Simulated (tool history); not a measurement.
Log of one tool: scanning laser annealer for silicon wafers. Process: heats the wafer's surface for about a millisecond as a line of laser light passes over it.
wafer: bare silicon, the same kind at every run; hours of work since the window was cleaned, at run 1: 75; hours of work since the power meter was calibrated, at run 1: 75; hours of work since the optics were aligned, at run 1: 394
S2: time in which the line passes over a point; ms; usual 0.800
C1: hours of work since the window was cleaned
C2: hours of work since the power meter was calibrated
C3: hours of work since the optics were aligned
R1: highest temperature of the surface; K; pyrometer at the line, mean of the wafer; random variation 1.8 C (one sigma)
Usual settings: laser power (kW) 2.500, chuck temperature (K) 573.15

{"run": 1, "hour": 0.0, "laser power (kW)": 2.5, "S2": 0.8, "chuck temperature (K)": 573.15, "C1": 75, "C2": 75, "C3": 394, "R1": 1286.15}
{"run": 2, "hour": 19.4, "laser power (kW)": 2.5, "S2": 0.8, "chuck temperature (K)": 573.15, "C1": 90, "C2": 90, "C3": 409, "R1": 1283.15}
{"run": 3, "hour": 33.7, "laser power (kW)": 2.5, "S2": 0.8, "chuck temperature (K)": 573.15, "C1": 101, "C2": 101, "C3": 420, "R1": 1286.15}
{"run": 4, "hour": 44.8, "laser power (kW)": 2.5, "S2": 0.921, "chuck temperature (K)": 573.15, "C1": 109, "C2": 109, "C3": 428, "R1": 1332.15}
{"run": 5, "hour": 60.1, "laser power (kW)": 2.5, "S2": 0.8, "chuck temperature (K)": 554.15, "C1": 121, "C2": 121, "C3": 440, "R1": 1262.15}
{"run": 6, "hour": 80.0, "laser power (kW)": 2.5, "S2": 0.8, "chuck temperature (K)": 554.15, "C1": 136, "C2": 136, "C3": 455, "R1": 1257.15}
{"run": 7, "hour": 99.7, "laser power (kW)": 2.67, "S2": 0.8, "chuck temperature (K)": 573.15, "C1": 151, "C2": 151, "C3": 470, "R1": 1338.15}
{"run": 8, "hour": 117.4, "laser power (kW)": 2.67, "S2": 0.8, "chuck temperature (K)": 571.15, "C1": 164, "C2": 164, "C3": 483, "R1": 1341.15}
{"run": 9, "hour": 131.8, "laser power (kW)": 2.67, "S2": 0.8, "chuck temperature (K)": 571.15, "C1": 175, "C2": 175, "C3": 494, "R1": 1334.15}
{"run": 10, "hour": 152.6, "laser power (kW)": 2.5, "S2": 0.8, "chuck temperature (K)": 546.15, "C1": 190, "C2": 190, "C3": 510, "R1": 1249.15}
{"run": 11, "hour": 170.3, "laser power (kW)": 2.5, "S2": 0.8, "chuck temperature (K)": 573.15, "C1": 204, "C2": 204, "C3": 523, "R1": 1275.15}
{"run": 12, "hour": 186.5, "laser power (kW)": 2.5, "S2": 0.8, "chuck temperature (K)": 573.15, "C1": 216, "C2": 216, "C3": 535, "R1": 1272.15}
{"run": 13, "hour": 197.6, "laser power (kW)": 2.5, "S2": 0.8, "chuck temperature (K)": 573.15, "C1": 224, "C2": 224, "C3": 543, "R1": 1267.15}
{"run": 14, "hour": 209.6, "laser power (kW)": 2.5, "S2": 0.8, "chuck temperature (K)": 573.15, "C1": 233, "C2": 233, "C3": 553, "R1": 1271.15}
{"run": 15, "hour": 218.6, "laser power (kW)": 2.5, "S2": 0.8, "chuck temperature (K)": 601.15, "C1": 240, "C2": 240, "C3": 559, "R1": 1299.15}
{"run": 16, "hour": 233.3, "laser power (kW)": 2.5, "S2": 0.8, "chuck temperature (K)": 573.15, "C1": 251, "C2": 251, "C3": 570, "R1": 1268.15}
{"run": 17, "hour": 247.2, "laser power (kW)": 2.5, "S2": 0.8, "chuck temperature (K)": 573.15, "C1": 262, "C2": 262, "C3": 581, "R1": 1265.15}
{"run": 18, "hour": 258.4, "laser power (kW)": 2.5, "S2": 0.771, "chuck temperature (K)": 573.15, "C1": 270, "C2": 270, "C3": 589, "R1": 1256.15}
{"run": 19, "hour": 275.6, "laser power (kW)": 2.736, "S2": 0.8, "chuck temperature (K)": 562.15, "C1": 283, "C2": 283, "C3": 602, "R1": 1339.15}
{"run": 20, "hour": 290.3, "laser power (kW)": 2.265, "S2": 0.641, "chuck temperature (K)": 559.15, "C1": 294, "C2": 294, "C3": 613, "R1": 1112.15}
{"run": 21, "hour": 309.8, "laser power (kW)": 2.288, "S2": 0.611, "chuck temperature (K)": 578.15, "C1": 309, "C2": 309, "C3": 628, "R1": 1123.15}
{"run": 22, "hour": 323.5, "laser power (kW)": 2.196, "S2": 0.8, "chuck temperature (K)": 573.15, "C1": 319, "C2": 319, "C3": 638, "R1": 1162.15}
{"run": 23, "hour": 339.1, "laser power (kW)": 2.521, "S2": 0.669, "chuck temperature (K)": 575.15, "C1": 331, "C2": 331, "C3": 650, "R1": 1216.15}
{"run": 24, "hour": 349.9, "laser power (kW)": 2.716, "S2": 0.809, "chuck temperature (K)": 542.15, "C1": 339, "C2": 339, "C3": 658, "R1": 1313.15}
{"run": 25, "hour": 361.5, "laser power (kW)": 2.401, "S2": 0.8, "chuck temperature (K)": 588.15, "C1": 348, "C2": 348, "C3": 667, "R1": 1241.15}
{"run": 26, "hour": 383.2, "laser power (kW)": 2.401, "S2": 0.8, "chuck temperature (K)": 588.15, "C1": 364, "C2": 364, "C3": 683, "R1": 1241.15}
{"run": 27, "hour": 395.8, "laser power (kW)": 2.401, "S2": 0.8, "chuck temperature (K)": 588.15, "C1": 374, "C2": 374, "C3": 693, "R1": 1242.15}
{"run": 28, "hour": 405.5, "laser power (kW)": 2.401, "S2": 0.8, "chuck temperature (K)": 588.15, "C1": 381, "C2": 381, "C3": 700, "R1": 1241.15}
{"run": 29, "hour": 415.3, "laser power (kW)": 2.401, "S2": 0.8, "chuck temperature (K)": 588.15, "C1": 388, "C2": 388, "C3": 708, "R1": 1238.15}
{"run": 30, "hour": 428.2, "laser power (kW)": 2.401, "S2": 0.582, "chuck temperature (K)": 591.15, "C1": 398, "C2": 398, "C3": 717, "R1": 1152.15}
{"run": 31, "hour": 438.4, "laser power (kW)": 2.382, "S2": 0.633, "chuck temperature (K)": 576.15, "C1": 406, "C2": 406, "C3": 725, "R1": 1155.15}
{"run": 32, "hour": 453.8, "laser power (kW)": 2.382, "S2": 0.633, "chuck temperature (K)": 576.15, "C1": 418, "C2": 418, "C3": 737, "R1": 1155.15}
{"run": 33, "hour": 463.7, "laser power (kW)": 2.5, "S2": 0.812, "chuck temperature (K)": 562.15, "C1": 425, "C2": 425, "C3": 744, "R1": 1249.15}
{"run": 34, "hour": 478.7, "laser power (kW)": 2.171, "S2": 0.726, "chuck temperature (K)": 588.15, "C1": 436, "C2": 436, "C3": 755, "R1": 1136.15}
{"run": 35, "hour": 491.3, "laser power (kW)": 2.171, "S2": 0.727, "chuck temperature (K)": 563.15, "C1": 446, "C2": 446, "C3": 765, "R1": 1108.15}
{"run": 36, "hour": 512.5, "laser power (kW)": 2.244, "S2": 0.733, "chuck temperature (K)": 565.15, "C1": 462, "C2": 462, "C3": 781, "R1": 1136.15}

5 ways to go on from here, each from the tool as it stands after run 36. What would each give?
{"run": "A", "hour": 534.0, "laser power (kW)": 2.688, "S2": 0.82, "chuck temperature (K)": 577.15, "C1": 478, "C2": 478, "C3": 797, "R1": "?"}
{"run": "B", "hour": 534.0, "laser power (kW)": 2.61, "S2": 0.724, "chuck temperature (K)": 568.15, "C1": 478, "C2": 478, "C3": 797, "R1": "?"}
{"run": "C", "hour": 534.0, "laser power (kW)": 2.618, "S2": 0.881, "chuck temperature (K)": 551.15, "C1": 478, "C2": 478, "C3": 797, "R1": "?"}
{"run": "D", "hour": 534.0, "laser power (kW)": 2.244, "S2": 0.733, "chuck temperature (K)": 542.15, "C1": 478, "C2": 478, "C3": 797, "R1": "?"}
{"run": "E", "hour": 534.0, "laser power (kW)": 2.5, "S2": 0.79, "chuck temperature (K)": 555.15, "C1": 478, "C2": 478, "C3": 797, "R1": "?"}

run=A R1=1324.15
run=B R1=1251.15
run=C R1=1301.15
run=D R1=1110.15
run=E R1=1226.15
Without the tool's hidden state the same runs would have given:
run=A R1=1378.15
run=B R1=1300.15
run=C R1=1355.15
run=D R1=1151.15
run=E R1=1275.15
